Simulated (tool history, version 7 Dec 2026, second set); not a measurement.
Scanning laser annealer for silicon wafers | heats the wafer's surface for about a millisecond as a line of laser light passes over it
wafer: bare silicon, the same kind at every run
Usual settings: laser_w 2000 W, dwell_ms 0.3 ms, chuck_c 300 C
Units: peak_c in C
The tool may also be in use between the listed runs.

run 1 hour=0 | laser_w=2000 dwell_ms=0.3 chuck_c=300 | peak_c=1010.6
run 2 hour=35.8 | laser_w=2000 dwell_ms=0.3 chuck_c=300 | peak_c=1011.6
run 3 hour=91 | laser_w=2000 dwell_ms=0.3 chuck_c=300 | peak_c=1008.9
run 4 hour=129.1 | laser_w=1762 dwell_ms=0.3 chuck_c=300 | peak_c=909.1
-- hour=151.6 optics aligned, line set to its width
run 5 hour=162.8 | laser_w=1762 dwell_ms=0.3 chuck_c=300 | peak_c=909.6
run 6 hour=190.2 | laser_w=2103 dwell_ms=0.3 chuck_c=300 | peak_c=1053.9
run 7 hour=244.3 | laser_w=2000 dwell_ms=0.277 chuck_c=300 | peak_c=986.4
run 8 hour=277 | laser_w=2000 dwell_ms=0.277 chuck_c=300 | peak_c=984.9
run 9 hour=334.9 | laser_w=2000 dwell_ms=0.277 chuck_c=300 | peak_c=985.3
run 10 hour=374.2 | laser_w=2046 dwell_ms=0.295 chuck_c=300 | peak_c=1025.7
-- hour=381.4 window over the wafer cleaned
run 11 hour=424.9 | laser_w=2013 dwell_ms=0.252 chuck_c=340 | peak_c=1002.9

Forecast each of these 3 alternatives for the next run:
run A hour=456.4 | laser_w=1762 dwell_ms=0.273 chuck_c=281 | peak_c=?
run B hour=456.4 | laser_w=2000 dwell_ms=0.22 chuck_c=300 | peak_c=?
run C hour=456.4 | laser_w=2013 dwell_ms=0.304 chuck_c=340 | peak_c=?

run=A peak_c=866.4
run=B peak_c=920.4
run=C peak_c=1060.1
Without the tool's hidden state the same runs would have given:
run=A peak_c=866.4
run=B peak_c=920.4
run=C peak_c=1060.1

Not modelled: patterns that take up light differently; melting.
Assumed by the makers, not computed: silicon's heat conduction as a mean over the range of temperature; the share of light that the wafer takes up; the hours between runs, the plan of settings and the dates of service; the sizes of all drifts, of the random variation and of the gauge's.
